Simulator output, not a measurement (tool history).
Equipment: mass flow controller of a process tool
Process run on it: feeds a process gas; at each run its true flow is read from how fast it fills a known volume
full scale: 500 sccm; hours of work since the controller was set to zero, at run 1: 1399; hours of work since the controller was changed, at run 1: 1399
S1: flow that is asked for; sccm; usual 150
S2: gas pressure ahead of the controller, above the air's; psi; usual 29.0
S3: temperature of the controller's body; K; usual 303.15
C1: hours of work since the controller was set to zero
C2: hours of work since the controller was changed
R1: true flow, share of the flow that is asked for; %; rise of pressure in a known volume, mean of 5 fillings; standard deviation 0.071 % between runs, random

run     hour   S1    S2      S3    C1    C2      R1
  1      0.0  150  29.0  303.15  1399  1399  100.19
  2    294.3  151  29.0  303.15  1577  1577  100.18
  3    486.8  150  29.0  303.15  1693  1693  100.09
  4    674.9  150  38.9  303.15  1807  1807  100.63
  5    940.4  150  38.9  303.15  1967  1967  100.59
  6   1246.8  150  38.9  303.15  2152  2152  100.54
  7   1466.0  150  29.0  303.15  2285  2285  100.14
  8   1761.2  150  29.0  303.15  2463  2463  100.12
  9   2006.0  150  29.0  303.15  2611  2611  100.16
 10   2169.9  150  29.0  303.15  2710  2710  100.12
 11   2333.3  150  29.0  303.15  2808  2808  100.14
 12   2678.3  150  29.0  303.15  3017  3017  100.15
 13   3031.0  150  29.0  303.15  3230  3230  100.10
 14   3308.1  150  29.0  303.15  3397  3397  100.11
 15   3603.0  150  29.0  303.15  3575  3575  100.18
 16   3894.4  150  29.0  303.15  3751  3751  100.19
 17   4122.7  150  29.0  301.15  3889  3889   99.88
 18   4403.3  150  29.0  303.15  4059  4059  100.19
 19   4676.1  228  29.0  303.15  4223  4223  100.21
 20   4831.2  228  29.0  303.15  4317  4317  100.31
 21   5108.7  228  29.0  303.15  4485  4485  100.26
 22   5469.3  228  29.0  294.15  4703  4703   99.10
 23   5696.6  228  29.0  294.15  4840  4840   99.12
 24   5904.1  228  29.0  294.15  4965  4965   99.28
 25   6129.5   98  25.8  295.15  5101  5101   99.12
 26   6411.6  150  25.7  301.15  5272  5272   99.85
 27   6632.0  336  29.0  303.15  5405  5405  100.34
 28   6889.2  128  30.3  303.15  5560  5560  100.24
 29   7257.3  436  28.9  309.15  5783  5783  101.13
 30   7551.0  436  28.9  309.15  5960  5960  101.35
 31   7927.3  469  34.7  303.15  6187  6187  100.75
 32   8173.3  345  29.2  299.15  6336  6336   99.93
 33   8356.1  345  29.2  299.15  6446  6446  100.01
 34   8734.8  150  29.0  305.15  6675  6675  100.38
 35   9020.6   56  32.2  308.15  6848  6848  100.75
 36   9347.7   56  32.2  308.15  7045  7045  100.68
 37   9717.4   56  37.9  294.15  7269  7269   99.42
 38   9880.9  150  22.8  298.15  7367  7367   99.33
 39  10125.9   76  38.3  295.15  7515  7515   99.54
 40  10429.2   76  38.3  295.15  7698  7698   99.65
 41  10623.1  150  28.7  299.15  7816  7816   99.64
 42  10789.0   77  28.7  299.15  7916  7916   99.62
 43  11051.2  314  29.0  303.15  8074  8074  100.33
 44  11278.5  150  22.2  303.15  8212  8212   99.81
 45  11612.7  150  32.3  299.15  8413  8413   99.85
     11716.1  -- controller's zero set anew
 46  11935.3  150  32.3  313.15   132  8608  101.45
 47  12310.9  150  30.3  299.15   359  8835   99.79

Predict each of these 4 candidate next runs independently; none follows another, all start after run 47:
     12443.7  -- controller exchanged for a calibrated one
  A  12556.7   53  30.3  299.15  68  68   ?
     12443.7  -- controller exchanged for a calibrated one
  B  12556.7  369  29.0  311.15  68  68   ?
     12443.7  -- controller exchanged for a calibrated one
  C  12556.7  150  31.5  301.15  68  68   ?
     12443.7  -- controller exchanged for a calibrated one
  D  12556.7  229  29.0  309.15  68  68   ?

run      R1
  A   99.57
  B  101.34
  C  100.11
  D  100.87
Had the tool no hidden state, the same runs would have come out as:
run      R1
  A   99.57
  B  101.34
  C  100.11
  D  100.87
